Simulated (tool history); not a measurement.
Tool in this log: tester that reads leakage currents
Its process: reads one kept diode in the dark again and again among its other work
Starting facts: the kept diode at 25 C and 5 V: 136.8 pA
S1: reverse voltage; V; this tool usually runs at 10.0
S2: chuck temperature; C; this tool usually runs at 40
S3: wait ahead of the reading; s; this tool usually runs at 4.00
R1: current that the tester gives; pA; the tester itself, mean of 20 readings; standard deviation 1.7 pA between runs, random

run 1 hour=0.0 | S1=10.0 S2=40 S3=4.00 | R1=573.11
run 2 hour=171.5 | S1=10.0 S2=40 S3=4.00 | R1=570.19
run 3 hour=367.0 | S1=10.0 S2=40 S3=4.00 | R1=568.03
run 4 hour=480.2 | S1=10.0 S2=40 S3=4.00 | R1=562.26
run 5 hour=641.5 | S1=10.0 S2=40 S3=4.00 | R1=561.33
run 6 hour=814.9 | S1=10.0 S2=40 S3=4.00 | R1=556.57
run 7 hour=914.4 | S1=10.0 S2=40 S3=4.00 | R1=556.16
run 8 hour=1070.2 | S1=10.0 S2=40 S3=4.00 | R1=552.61
-- hour=1151.1 chuck's temperature calibrated
run 9 hour=1179.3 | S1=10.0 S2=40 S3=0.65 | R1=609.13
-- hour=1273.4 probe card cleaned and baked
run 10 hour=1292.9 | S1=10.0 S2=40 S3=0.65 | R1=618.89
run 11 hour=1458.3 | S1=10.0 S2=40 S3=0.65 | R1=614.96
run 12 hour=1562.9 | S1=10.0 S2=40 S3=0.65 | R1=614.27
run 13 hour=1694.4 | S1=10.0 S2=40 S3=4.00 | R1=606.67
run 14 hour=1835.5 | S1=10.0 S2=40 S3=1.30 | R1=607.68
run 15 hour=1945.4 | S1=1.3 S2=34 S3=2.52 | R1=189.25
run 16 hour=2073.2 | S1=1.8 S2=26 S3=1.52 | R1=112.53
run 17 hour=2280.0 | S1=1.8 S2=26 S3=1.52 | R1=112.41
run 18 hour=2480.6 | S1=1.0 S2=48 S3=2.19 | R1=488.73
-- hour=2566.5 probe card cleaned and baked, once more
run 19 hour=2640.9 | S1=2.6 S2=40 S3=0.53 | R1=354.98
run 20 hour=2754.8 | S1=2.5 S2=40 S3=1.36 | R1=349.07
run 21 hour=2942.6 | S1=16.7 S2=41 S3=4.58 | R1=687.71
run 22 hour=3148.4 | S1=16.7 S2=41 S3=4.58 | R1=679.86
run 23 hour=3357.7 | S1=5.7 S2=25 S3=1.62 | R1=133.84
-- hour=3404.7 chuck's temperature calibrated
run 24 hour=3548.1 | S1=5.7 S2=25 S3=1.62 | R1=142.19
run 25 hour=3680.9 | S1=3.2 S2=25 S3=1.62 | R1=117.18
run 26 hour=3897.8 | S1=2.2 S2=36 S3=4.79 | R1=250.49

5 ways to go on from here, each from the tool as it stands after run 26. What would each give?
run A hour=4117.7 | S1=1.2 S2=25 S3=6.30 | R1=?
run B hour=4117.7 | S1=10.0 S2=28 S3=0.54 | R1=?
run C hour=4117.7 | S1=3.0 S2=27 S3=0.37 | R1=?
run D hour=4117.7 | S1=2.2 S2=39 S3=8.40 | R1=?
run E hour=4117.7 | S1=1.3 S2=39 S3=0.61 | R1=?

run=A R1=82.91
run=B R1=222.42
run=C R1=134.71
run=D R1=313.47
run=E R1=266.93
With the hidden condition removed and each run's random variation left untouched, the same runs would have given:
run=A R1=86.85
run=B R1=224.36
run=C R1=139.67
run=D R1=329.86
run=E R1=281.54
